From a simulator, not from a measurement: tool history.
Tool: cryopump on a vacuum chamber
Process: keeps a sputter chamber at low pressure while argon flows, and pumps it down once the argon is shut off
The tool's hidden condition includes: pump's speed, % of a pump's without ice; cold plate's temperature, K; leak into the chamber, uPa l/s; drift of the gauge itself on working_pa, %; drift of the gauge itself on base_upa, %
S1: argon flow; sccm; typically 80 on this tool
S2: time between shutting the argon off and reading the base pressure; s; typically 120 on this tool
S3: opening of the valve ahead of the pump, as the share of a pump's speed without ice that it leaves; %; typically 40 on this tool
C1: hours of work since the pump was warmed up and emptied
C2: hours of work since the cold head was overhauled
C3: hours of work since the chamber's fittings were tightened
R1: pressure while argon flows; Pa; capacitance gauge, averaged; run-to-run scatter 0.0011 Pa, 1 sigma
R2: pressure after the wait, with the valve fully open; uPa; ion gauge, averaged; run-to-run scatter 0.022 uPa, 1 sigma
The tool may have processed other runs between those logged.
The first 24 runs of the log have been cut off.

run 25 day=34.383 | S1=80 S2=226 S3=40 | C1=184 C2=709 C3=145 | R1=0.2373 R2=0.5
run 26 day=35.542 | S1=33 S2=183 S3=16 | C1=197 C2=722 C3=158 | R1=0.242 R2=0.54
run 27 day=37.258 | S1=33 S2=183 S3=16 | C1=217 C2=742 C3=178 | R1=0.2416 R2=0.51
run 28 day=38.112 | S1=39 S2=120 S3=25 | C1=226 C2=751 C3=187 | R1=0.186 R2=0.7
run 29 day=39.962 | S1=45 S2=178 S3=55 | C1=248 C2=773 C3=209 | R1=0.0979 R2=0.55
run 30 day=41.321 | S1=80 S2=27 S3=28 | C1=263 C2=788 C3=224 | R1=0.3394 R2=2.09
run 31 day=42.875 | S1=51 S2=27 S3=52 | C1=281 C2=806 C3=242 | R1=0.119 R2=2.08
run 32 day=44.212 | S1=77 S2=32 S3=45 | C1=296 C2=821 C3=257 | R1=0.2053 R2=1.8
run 33 day=45.038 | S1=77 S2=32 S3=45 | C1=306 C2=831 C3=267 | R1=0.2073 R2=1.76

Run 34 comes next. What will it give?
run 34 day=46.288 | S1=77 S2=32 S3=45 | C1=320 C2=845 C3=281 | R1=? R2=?

{"run 34": {"R1": 0.2072, "R2": 1.81}}
With no hidden state in the tool, this same run would have given R1 0.1987 Pa, R2 1.7 uPa.
